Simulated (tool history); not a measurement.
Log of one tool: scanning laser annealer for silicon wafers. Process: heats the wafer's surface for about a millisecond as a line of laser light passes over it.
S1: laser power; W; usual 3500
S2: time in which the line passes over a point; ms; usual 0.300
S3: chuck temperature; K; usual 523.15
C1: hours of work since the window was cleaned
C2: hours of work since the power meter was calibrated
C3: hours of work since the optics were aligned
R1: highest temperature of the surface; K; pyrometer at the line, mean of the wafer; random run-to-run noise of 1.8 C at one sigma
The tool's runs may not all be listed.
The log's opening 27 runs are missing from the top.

{"hour": 1841.1, "done": "window over the wafer cleaned"}
{"run": 28, "hour": 1894.3, "S1": 3500, "S2": 0.27, "S3": 523.15, "C1": 28, "C2": 1886, "C3": 384, "R1": 1187.15}
{"run": 29, "hour": 1974.8, "S1": 3300, "S2": 0.251, "S3": 545.15, "C1": 72, "C2": 1929, "C3": 427, "R1": 1151.15}
{"run": 30, "hour": 2068.9, "S1": 3300, "S2": 0.251, "S3": 545.15, "C1": 122, "C2": 1979, "C3": 477, "R1": 1150.15}
{"run": 31, "hour": 2167.4, "S1": 3098, "S2": 0.228, "S3": 526.15, "C1": 175, "C2": 2032, "C3": 530, "R1": 1071.15}
{"run": 32, "hour": 2225.5, "S1": 3502, "S2": 0.21, "S3": 526.15, "C1": 206, "C2": 2063, "C3": 561, "R1": 1111.15}
{"run": 33, "hour": 2279.4, "S1": 3093, "S2": 0.231, "S3": 521.15, "C1": 235, "C2": 2092, "C3": 590, "R1": 1064.15}
{"run": 34, "hour": 2328.9, "S1": 3478, "S2": 0.327, "S3": 486.15, "C1": 261, "C2": 2118, "C3": 617, "R1": 1191.15}
{"run": 35, "hour": 2409.8, "S1": 3500, "S2": 0.32, "S3": 523.15, "C1": 305, "C2": 2162, "C3": 660, "R1": 1224.15}
{"run": 36, "hour": 2478.2, "S1": 3500, "S2": 0.32, "S3": 523.15, "C1": 341, "C2": 2198, "C3": 697, "R1": 1226.15}
{"run": 37, "hour": 2545.1, "S1": 3247, "S2": 0.3, "S3": 523.15, "C1": 377, "C2": 2234, "C3": 732, "R1": 1157.15}
{"run": 38, "hour": 2619.8, "S1": 3573, "S2": 0.214, "S3": 494.15, "C1": 417, "C2": 2274, "C3": 772, "R1": 1087.15}
{"run": 39, "hour": 2691.2, "S1": 3573, "S2": 0.214, "S3": 494.15, "C1": 455, "C2": 2312, "C3": 811, "R1": 1084.15}

5 ways to go on from here, each from the tool as it stands after run 39. What would each give?
{"run": "A", "hour": 2756.9, "S1": 2984, "S2": 0.335, "S3": 559.15, "C1": 490, "C2": 2347, "C3": 846, "R1": "?"}
{"run": "B", "hour": 2756.9, "S1": 3573, "S2": 0.214, "S3": 490.15, "C1": 490, "C2": 2347, "C3": 846, "R1": "?"}
{"run": "C", "hour": 2756.9, "S1": 3214, "S2": 0.313, "S3": 523.15, "C1": 490, "C2": 2347, "C3": 846, "R1": "?"}
{"run": "D", "hour": 2756.9, "S1": 3571, "S2": 0.3, "S3": 521.15, "C1": 490, "C2": 2347, "C3": 846, "R1": "?"}
{"run": "E", "hour": 2756.9, "S1": 3396, "S2": 0.286, "S3": 549.15, "C1": 490, "C2": 2347, "C3": 846, "R1": "?"}

run=A R1=1168.15
run=B R1=1079.15
run=C R1=1160.15
run=D R1=1207.15
run=E R1=1190.15
With no hidden state in the tool, these same runs would have given:
run=A R1=1204.15
run=B R1=1114.15
run=C R1=1197.15
run=D R1=1247.15
run=E R1=1227.15
